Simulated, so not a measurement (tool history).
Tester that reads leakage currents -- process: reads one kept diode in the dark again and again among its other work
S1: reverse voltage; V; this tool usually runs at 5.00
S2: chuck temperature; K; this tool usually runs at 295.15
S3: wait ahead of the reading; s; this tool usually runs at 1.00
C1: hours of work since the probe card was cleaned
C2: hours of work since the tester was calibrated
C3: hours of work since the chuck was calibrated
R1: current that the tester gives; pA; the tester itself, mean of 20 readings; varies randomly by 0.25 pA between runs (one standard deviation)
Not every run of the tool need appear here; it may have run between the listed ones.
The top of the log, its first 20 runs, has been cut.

run 21 hour=449.9 | S1=5.00 S2=319.15 S3=1.00 | C1=134 C2=184 C3=1560 | R1=497.37
run 22 hour=469.3 | S1=5.00 S2=319.15 S3=1.00 | C1=142 C2=192 C3=1568 | R1=499.68
run 23 hour=488.2 | S1=1.59 S2=296.15 S3=0.53 | C1=150 C2=199 C3=1576 | R1=59.76
run 24 hour=513.6 | S1=1.59 S2=296.15 S3=0.53 | C1=160 C2=210 C3=1586 | R1=59.15
run 25 hour=528.7 | S1=2.37 S2=299.15 S3=1.74 | C1=166 C2=216 C3=1593 | R1=87.67
run 26 hour=549.0 | S1=2.37 S2=299.15 S3=1.74 | C1=175 C2=224 C3=1601 | R1=87.79
run 27 hour=567.8 | S1=2.37 S2=299.15 S3=1.74 | C1=182 C2=232 C3=1608 | R1=87.35
run 28 hour=581.0 | S1=7.17 S2=311.15 S3=6.01 | C1=188 C2=237 C3=1614 | R1=325.81
run 29 hour=597.5 | S1=4.57 S2=330.15 S3=5.32 | C1=194 C2=244 C3=1621 | R1=998.08
run 30 hour=616.8 | S1=6.64 S2=313.15 S3=5.32 | C1=202 C2=252 C3=1628 | R1=364.68
run 31 hour=636.4 | S1=6.64 S2=313.15 S3=5.32 | C1=210 C2=260 C3=1636 | R1=364.57
run 32 hour=663.9 | S1=13.03 S2=322.15 S3=1.00 | C1=221 C2=271 C3=1648 | R1=879.42
run 33 hour=693.6 | S1=5.00 S2=305.15 S3=2.40 | C1=233 C2=283 C3=1660 | R1=182.97
run 34 hour=722.8 | S1=5.00 S2=305.15 S3=2.40 | C1=245 C2=295 C3=1672 | R1=183.42
run 35 hour=739.0 | S1=6.71 S2=321.15 S3=0.46 | C1=252 C2=302 C3=1678 | R1=640.48
run 36 hour=762.3 | S1=6.71 S2=321.15 S3=0.46 | C1=261 C2=311 C3=1688 | R1=641.61
run 37 hour=776.2 | S1=6.71 S2=321.15 S3=0.46 | C1=267 C2=317 C3=1693 | R1=642.23
run 38 hour=800.2 | S1=4.40 S2=305.15 S3=1.53 | C1=277 C2=327 C3=1703 | R1=175.78
run 39 hour=813.2 | S1=4.40 S2=305.15 S3=1.53 | C1=282 C2=332 C3=1709 | R1=176.29

Consider 3 possible next runs. They are alternatives, not a sequence: every one starts from the tool as it was left by run 39. What does each give?
run A hour=838.6 | S1=5.00 S2=307.15 S3=7.16 | C1=293 C2=342 C3=1719 | R1=?
run B hour=838.6 | S1=6.10 S2=295.15 S3=1.00 | C1=293 C2=342 C3=1719 | R1=?
run C hour=838.6 | S1=4.53 S2=305.15 S3=9.49 | C1=293 C2=342 C3=1719 | R1=?

run=A R1=212.96
run=B R1=92.72
run=C R1=176.86
Had the tool no hidden state, the same runs would have come out as:
run=A R1=202.48
run=B R1=86.71
run=C R1=167.94

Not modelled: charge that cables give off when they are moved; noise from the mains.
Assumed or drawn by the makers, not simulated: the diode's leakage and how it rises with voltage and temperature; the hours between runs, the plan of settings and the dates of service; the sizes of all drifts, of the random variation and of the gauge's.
